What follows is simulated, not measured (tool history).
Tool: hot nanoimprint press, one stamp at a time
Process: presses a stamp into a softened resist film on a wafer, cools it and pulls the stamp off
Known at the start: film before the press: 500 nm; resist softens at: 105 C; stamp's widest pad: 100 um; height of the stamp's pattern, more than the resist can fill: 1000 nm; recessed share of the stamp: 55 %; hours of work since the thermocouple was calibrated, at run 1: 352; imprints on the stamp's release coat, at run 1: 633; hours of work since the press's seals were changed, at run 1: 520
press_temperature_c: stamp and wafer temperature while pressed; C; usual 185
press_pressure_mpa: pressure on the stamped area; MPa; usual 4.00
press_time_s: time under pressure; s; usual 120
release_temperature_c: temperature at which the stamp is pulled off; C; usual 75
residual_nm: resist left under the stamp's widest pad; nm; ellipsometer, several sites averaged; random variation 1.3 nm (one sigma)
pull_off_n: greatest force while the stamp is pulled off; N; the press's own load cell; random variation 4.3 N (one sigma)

run,hour,press_temperature_c,press_pressure_mpa,press_time_s,release_temperature_c,hours of work since the thermocouple was calibrated,imprints on the stamp's release coat,hours of work since the press's seals were changed,residual_nm,pull_off_n
1,0.0,185,4.00,120,75,352,633,520,188.3,243
# hour 20.3: stamp cleaned and given a new release coat
2,26.4,185,4.00,120,68,364,27,531,188.0,233
3,49.2,185,4.00,120,68,377,128,545,188.7,233
4,77.5,185,4.00,120,68,393,253,561,188.0,246
5,103.6,185,4.00,120,68,408,369,576,186.8,238
6,141.2,185,4.00,120,68,430,536,598,189.7,257
7,162.2,185,4.00,120,68,442,629,610,186.2,247
# hour 184.3: stamp cleaned and given a new release coat
8,198.0,185,4.00,120,68,460,60,627,187.2,229
9,231.4,185,4.00,120,68,479,209,647,184.8,231
10,256.0,185,4.00,120,68,493,318,661,184.4,246
11,279.1,185,4.00,120,68,507,420,675,186.4,252
12,306.9,185,4.00,76,75,523,543,691,222.7,232
13,336.3,185,4.00,76,75,540,674,708,223.0,229
# hour 348.4: stamp cleaned and given a new release coat
14,367.7,185,4.00,120,75,555,86,722,185.5,210
# hour 378.0: plate thermocouple calibrated
15,409.2,185,4.00,65,75,18,257,745,233.3,216
16,434.8,185,4.00,65,75,33,370,760,231.7,220
17,467.0,196,3.05,120,80,52,513,778,137.0,211
18,498.1,196,3.05,120,80,70,651,796,137.6,209
# hour 514.2: stamp cleaned and given a new release coat
19,533.8,196,3.05,106,76,87,87,814,146.4,205
20,570.7,196,3.05,61,76,108,250,835,182.3,208
# hour 588.6: plate thermocouple calibrated, once more
21,610.1,196,3.05,61,76,12,412,856,202.5,225
22,628.8,196,6.29,100,76,23,495,867,121.4,231
23,658.3,179,6.29,100,76,40,625,884,226.7,229
# hour 681.9: stamp cleaned and given a new release coat
24,702.5,178,2.51,91,75,63,91,906,324.2,217
25,740.1,189,4.00,120,75,84,258,928,172.0,222
26,770.6,195,2.54,141,69,102,393,946,160.6,261
27,790.3,194,5.43,110,75,113,480,957,130.9,225
28,813.7,185,3.55,120,72,127,584,971,211.1,243
# hour 824.6: press's hydraulic seals changed and the load cell set to zero
# hour 854.1: stamp cleaned and given a new release coat
29,865.1,183,3.86,62,74,149,49,20,270.4,212
30,899.2,183,3.14,98,74,168,200,40,246.7,228

Forecast each of these 3 alternatives for the next run:
A,936.6,173,3.14,98,64,190,366,61,?,?
B,936.6,183,4.99,142,71,190,366,61,?,?
C,936.6,185,4.00,120,75,190,366,61,?,?

run,residual_nm,pull_off_n
A,335.9,252
B,174.4,238
C,192.0,220
Without the tool's hidden state the same runs would have given:
run,residual_nm,pull_off_n
A,341.6,236
B,178.7,222
C,196.4,206
